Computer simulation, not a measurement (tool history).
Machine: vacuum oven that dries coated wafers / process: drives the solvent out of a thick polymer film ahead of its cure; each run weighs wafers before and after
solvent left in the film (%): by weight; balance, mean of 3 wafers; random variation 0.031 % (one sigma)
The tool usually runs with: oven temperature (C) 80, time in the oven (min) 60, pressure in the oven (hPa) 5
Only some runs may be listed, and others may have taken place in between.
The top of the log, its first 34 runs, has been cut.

run	hour	oven temperature (C)	time in the oven (min)	pressure in the oven (hPa)	solvent left in the film (%)
35	1630.1	80	33	5.55	5.69
36	1667.9	80	33	5.55	5.73
37	1730	80	33	5.55	5.65
38	1759.6	78	67	2.61	2.21
39	1816.2	78	67	2.61	2.23
40	1847.8	78	67	2.61	2.18
41	1918.1	91	91	5	0.6
42	1949	75	92	14.33	3.11
43	2013.3	75	92	14.33	3.07
44	2053.4	75	92	14.33	3
45	2100.7	75	92	14.33	2.99

Branching from run 45: 3 alternative next runs. What would each branch give?
A	2160.3	75	92	9.96	?
B	2160.3	74	92	14.33	?
C	2160.3	72	30	5	?

run	solvent left in the film (%)
A	2.62
B	3.36
C	9.43
Without the tool's unlogged condition, the same runs would have read:
run	solvent left in the film (%)
A	2.26
B	3
C	9.34
